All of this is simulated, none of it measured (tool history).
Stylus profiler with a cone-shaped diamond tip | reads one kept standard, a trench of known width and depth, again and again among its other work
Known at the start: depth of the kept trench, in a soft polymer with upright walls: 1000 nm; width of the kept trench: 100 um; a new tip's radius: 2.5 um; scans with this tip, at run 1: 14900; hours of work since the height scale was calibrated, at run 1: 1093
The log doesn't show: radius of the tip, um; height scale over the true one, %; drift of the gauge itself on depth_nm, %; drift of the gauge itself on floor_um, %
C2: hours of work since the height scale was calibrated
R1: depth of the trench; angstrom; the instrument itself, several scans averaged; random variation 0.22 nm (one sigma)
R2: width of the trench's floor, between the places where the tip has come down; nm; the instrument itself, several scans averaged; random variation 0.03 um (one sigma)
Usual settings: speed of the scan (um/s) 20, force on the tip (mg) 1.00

{"run": 1, "hour": 0.0, "speed of the scan (um/s)": 20, "force on the tip (mg)": 1.0, "scans with this tip": 14900, "C2": 1093, "R1": 10036.6, "R2": 95920}
{"run": 2, "hour": 53.3, "speed of the scan (um/s)": 20, "force on the tip (mg)": 1.0, "scans with this tip": 15246, "C2": 1118, "R1": 10033.1, "R2": 95870}
{"run": 3, "hour": 117.7, "speed of the scan (um/s)": 49, "force on the tip (mg)": 1.0, "scans with this tip": 15665, "C2": 1149, "R1": 10032.5, "R2": 95830}
{"run": 4, "hour": 145.5, "speed of the scan (um/s)": 28, "force on the tip (mg)": 1.0, "scans with this tip": 15845, "C2": 1162, "R1": 10032.9, "R2": 95860}
{"run": 5, "hour": 202.3, "speed of the scan (um/s)": 28, "force on the tip (mg)": 1.0, "scans with this tip": 16214, "C2": 1189, "R1": 10039.1, "R2": 95820}
{"run": 6, "hour": 240.0, "speed of the scan (um/s)": 28, "force on the tip (mg)": 1.0, "scans with this tip": 16460, "C2": 1207, "R1": 10033.0, "R2": 95880}
{"run": 7, "hour": 291.3, "speed of the scan (um/s)": 28, "force on the tip (mg)": 1.0, "scans with this tip": 16793, "C2": 1232, "R1": 10032.9, "R2": 95880}
{"run": 8, "hour": 326.9, "speed of the scan (um/s)": 20, "force on the tip (mg)": 1.0, "scans with this tip": 17024, "C2": 1249, "R1": 10038.6, "R2": 95890}
{"run": 9, "hour": 377.0, "speed of the scan (um/s)": 20, "force on the tip (mg)": 0.69, "scans with this tip": 17349, "C2": 1273, "R1": 10026.2, "R2": 95860}
{"run": 10, "hour": 440.4, "speed of the scan (um/s)": 20, "force on the tip (mg)": 0.69, "scans with this tip": 17761, "C2": 1303, "R1": 10023.0, "R2": 95880}
{"run": 11, "hour": 506.4, "speed of the scan (um/s)": 20, "force on the tip (mg)": 1.0, "scans with this tip": 18190, "C2": 1334, "R1": 10034.3, "R2": 95880}
{"run": 12, "hour": 536.8, "speed of the scan (um/s)": 20, "force on the tip (mg)": 1.0, "scans with this tip": 18387, "C2": 1349, "R1": 10035.5, "R2": 95890}
{"run": 13, "hour": 563.7, "speed of the scan (um/s)": 20, "force on the tip (mg)": 0.8, "scans with this tip": 18562, "C2": 1362, "R1": 10032.5, "R2": 95850}
{"run": 14, "hour": 627.0, "speed of the scan (um/s)": 18, "force on the tip (mg)": 1.0, "scans with this tip": 18973, "C2": 1392, "R1": 10038.4, "R2": 95880}
{"run": 15, "hour": 669.5, "speed of the scan (um/s)": 18, "force on the tip (mg)": 1.0, "scans with this tip": 19250, "C2": 1412, "R1": 10034.5, "R2": 95860}
{"run": 16, "hour": 725.0, "speed of the scan (um/s)": 18, "force on the tip (mg)": 1.0, "scans with this tip": 19610, "C2": 1438, "R1": 10033.5, "R2": 95850}
{"run": 17, "hour": 763.1, "speed of the scan (um/s)": 20, "force on the tip (mg)": 1.0, "scans with this tip": 19858, "C2": 1457, "R1": 10033.9, "R2": 95910}
{"run": 18, "hour": 819.8, "speed of the scan (um/s)": 20, "force on the tip (mg)": 1.0, "scans with this tip": 20226, "C2": 1484, "R1": 10031.5, "R2": 95870}
{"run": 19, "hour": 878.5, "speed of the scan (um/s)": 20, "force on the tip (mg)": 1.0, "scans with this tip": 20607, "C2": 1512, "R1": 10035.7, "R2": 95840}
{"run": 20, "hour": 920.1, "speed of the scan (um/s)": 20, "force on the tip (mg)": 1.0, "scans with this tip": 20878, "C2": 1531, "R1": 10033.5, "R2": 95820}
{"run": 21, "hour": 966.5, "speed of the scan (um/s)": 20, "force on the tip (mg)": 1.0, "scans with this tip": 21179, "C2": 1554, "R1": 10035.6, "R2": 95880}
{"run": 22, "hour": 1029.3, "speed of the scan (um/s)": 20, "force on the tip (mg)": 1.0, "scans with this tip": 21587, "C2": 1583, "R1": 10034.3, "R2": 95800}
{"run": 23, "hour": 1085.7, "speed of the scan (um/s)": 20, "force on the tip (mg)": 1.0, "scans with this tip": 21954, "C2": 1610, "R1": 10035.0, "R2": 95880}
{"run": 24, "hour": 1135.0, "speed of the scan (um/s)": 21, "force on the tip (mg)": 0.52, "scans with this tip": 22273, "C2": 1634, "R1": 10023.4, "R2": 95840}
{"run": 25, "hour": 1170.7, "speed of the scan (um/s)": 33, "force on the tip (mg)": 0.53, "scans with this tip": 22505, "C2": 1651, "R1": 10024.8, "R2": 95750}
{"run": 26, "hour": 1199.6, "speed of the scan (um/s)": 33, "force on the tip (mg)": 0.53, "scans with this tip": 22693, "C2": 1665, "R1": 10022.6, "R2": 95710}
{"run": 27, "hour": 1236.7, "speed of the scan (um/s)": 20, "force on the tip (mg)": 2.38, "scans with this tip": 22934, "C2": 1682, "R1": 10066.4, "R2": 95860}
{"hour": 1273.2, "done": "height scale calibrated on a step standard"}
{"run": 28, "hour": 1298.0, "speed of the scan (um/s)": 20, "force on the tip (mg)": 2.38, "scans with this tip": 23329, "C2": 12, "R1": 10064.6, "R2": 95890}
{"run": 29, "hour": 1327.7, "speed of the scan (um/s)": 11, "force on the tip (mg)": 0.8, "scans with this tip": 23522, "C2": 26, "R1": 10032.7, "R2": 95920}
{"run": 30, "hour": 1389.4, "speed of the scan (um/s)": 8, "force on the tip (mg)": 2.34, "scans with this tip": 23923, "C2": 55, "R1": 10060.7, "R2": 95930}
{"run": 31, "hour": 1442.4, "speed of the scan (um/s)": 6, "force on the tip (mg)": 0.95, "scans with this tip": 24267, "C2": 81, "R1": 10029.2, "R2": 95940}
{"run": 32, "hour": 1491.4, "speed of the scan (um/s)": 26, "force on the tip (mg)": 1.44, "scans with this tip": 24585, "C2": 104, "R1": 10048.8, "R2": 95870}
{"run": 33, "hour": 1558.1, "speed of the scan (um/s)": 26, "force on the tip (mg)": 1.44, "scans with this tip": 25019, "C2": 136, "R1": 10047.8, "R2": 95850}
{"run": 34, "hour": 1600.0, "speed of the scan (um/s)": 20, "force on the tip (mg)": 1.53, "scans with this tip": 25291, "C2": 156, "R1": 10046.5, "R2": 95890}
{"run": 35, "hour": 1667.1, "speed of the scan (um/s)": 7, "force on the tip (mg)": 1.0, "scans with this tip": 25727, "C2": 188, "R1": 10035.6, "R2": 95900}
{"run": 36, "hour": 1713.5, "speed of the scan (um/s)": 47, "force on the tip (mg)": 0.6, "scans with this tip": 26028, "C2": 210, "R1": 10026.5, "R2": 95690}
{"run": 37, "hour": 1764.0, "speed of the scan (um/s)": 47, "force on the tip (mg)": 0.6, "scans with this tip": 26356, "C2": 234, "R1": 10029.1, "R2": 95670}
{"run": 38, "hour": 1820.5, "speed of the scan (um/s)": 47, "force on the tip (mg)": 0.6, "scans with this tip": 26724, "C2": 261, "R1": 10028.4, "R2": 95620}
{"run": 39, "hour": 1873.8, "speed of the scan (um/s)": 27, "force on the tip (mg)": 1.0, "scans with this tip": 27069, "C2": 286, "R1": 10034.5, "R2": 95870}
{"run": 40, "hour": 1925.8, "speed of the scan (um/s)": 27, "force on the tip (mg)": 1.0, "scans with this tip": 27408, "C2": 311, "R1": 10033.0, "R2": 95800}
{"run": 41, "hour": 1983.0, "speed of the scan (um/s)": 76, "force on the tip (mg)": 2.71, "scans with this tip": 27779, "C2": 338, "R1": 10065.1, "R2": 95740}

Forecast each of these 3 alternatives for the next run:
{"run": "A", "hour": 2023.4, "speed of the scan (um/s)": 32, "force on the tip (mg)": 1.05, "scans with this tip": 28042, "C2": 357, "R1": "?", "R2": "?"}
{"run": "B", "hour": 2023.4, "speed of the scan (um/s)": 35, "force on the tip (mg)": 0.46, "scans with this tip": 28042, "C2": 357, "R1": "?", "R2": "?"}
{"run": "C", "hour": 2023.4, "speed of the scan (um/s)": 22, "force on the tip (mg)": 0.95, "scans with this tip": 28042, "C2": 357, "R1": "?", "R2": "?"}

run=A R1=10035.2 R2=95850
run=B R1=10022.4 R2=95630
run=C R1=10036.8 R2=95890
Without the tool's hidden state the same runs would have given:
run=A R1=10035.3 R2=95880
run=B R1=10022.5 R2=95660
run=C R1=10036.9 R2=95920

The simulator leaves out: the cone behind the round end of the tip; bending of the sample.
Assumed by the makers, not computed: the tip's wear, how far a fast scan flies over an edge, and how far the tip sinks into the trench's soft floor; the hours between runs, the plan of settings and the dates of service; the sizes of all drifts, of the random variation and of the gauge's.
